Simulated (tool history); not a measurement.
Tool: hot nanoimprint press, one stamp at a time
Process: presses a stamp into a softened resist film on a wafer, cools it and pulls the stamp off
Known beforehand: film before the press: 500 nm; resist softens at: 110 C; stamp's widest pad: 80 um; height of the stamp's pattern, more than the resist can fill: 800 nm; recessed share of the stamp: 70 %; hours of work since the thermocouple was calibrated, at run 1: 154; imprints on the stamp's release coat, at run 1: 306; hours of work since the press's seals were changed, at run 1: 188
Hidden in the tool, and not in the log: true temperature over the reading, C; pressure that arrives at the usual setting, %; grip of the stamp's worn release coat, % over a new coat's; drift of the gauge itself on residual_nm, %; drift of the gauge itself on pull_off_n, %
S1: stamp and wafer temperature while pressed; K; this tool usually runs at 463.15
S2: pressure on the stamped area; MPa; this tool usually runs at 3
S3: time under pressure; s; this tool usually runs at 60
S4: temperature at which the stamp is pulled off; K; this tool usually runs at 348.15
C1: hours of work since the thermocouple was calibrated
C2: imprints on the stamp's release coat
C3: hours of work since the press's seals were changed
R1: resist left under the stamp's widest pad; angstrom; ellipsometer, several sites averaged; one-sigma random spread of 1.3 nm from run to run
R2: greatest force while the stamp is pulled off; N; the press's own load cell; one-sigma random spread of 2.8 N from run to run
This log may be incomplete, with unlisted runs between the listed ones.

Run 1, day 0.000: usual settings; C1 154; C2 306; C3 188. Result: R1 2034 angstrom, R2 171 N.
Run 2, day 1.029: usual settings; C1 166; C2 392; C3 199. Result: R1 2011 angstrom, R2 178 N.
Run 3, day 1.942: usual settings; C1 176; C2 470; C3 210. Result: R1 2014 angstrom, R2 180 N.
Run 4, day 2.817: usual settings; C1 186; C2 543; C3 219. Result: R1 2043 angstrom, R2 185 N.
Run 5, day 3.658: usual settings; C1 195; C2 614; C3 229. Result: R1 2040 angstrom, R2 180 N.
Run 6, day 4.862: usual settings; C1 209; C2 716; C3 243. Result: R1 2029 angstrom, R2 185 N.
Run 7, day 5.888: usual settings; C1 221; C2 803; C3 254. Result: R1 2067 angstrom, R2 192 N.
Run 8, day 6.971: usual settings; C1 233; C2 894; C3 266. Result: R1 2038 angstrom, R2 197 N.
Run 9, day 7.538: usual settings; C1 239; C2 942; C3 273. Result: R1 2011 angstrom, R2 191 N.
Run 10, day 8.671: usual settings; C1 252; C2 1038; C3 286. Result: R1 2050 angstrom, R2 199 N.
At day 8.908: plate thermocouple calibrated.
At day 9.612: stamp cleaned and given a new release coat.
Run 11, day 9.925: usual settings; C1 9; C2 26; C3 296. Result: R1 2107 angstrom, R2 165 N.
Run 12, day 11.083: usual settings; C1 22; C2 124; C3 309. Result: R1 2111 angstrom, R2 170 N.
Run 13, day 11.712: usual settings; C1 29; C2 177; C3 316. Result: R1 2084 angstrom, R2 176 N.
At day 11.992: plate thermocouple calibrated, once more.
Run 14, day 13.042: usual settings; C1 12; C2 278; C3 329. Result: R1 1987 angstrom, R2 170 N.
Run 15, day 14.054: usual settings; C1 23; C2 364; C3 341. Result: R1 1989 angstrom, R2 173 N.
Run 16, day 15.038: usual settings; C1 34; C2 447; C3 352. Result: R1 2009 angstrom, R2 178 N.

The next listed run, before its measurement:
Run 17, day 15.567: usual settings but S1 456.15 K; C1 40; C2 491; C3 358. Result: R1 ?, R2 ?.

{"run 17": {"R1": 2608, "R2": 180}}
With no hidden state in the tool, this same run would have given R1 2573 angstrom, R2 165 N.
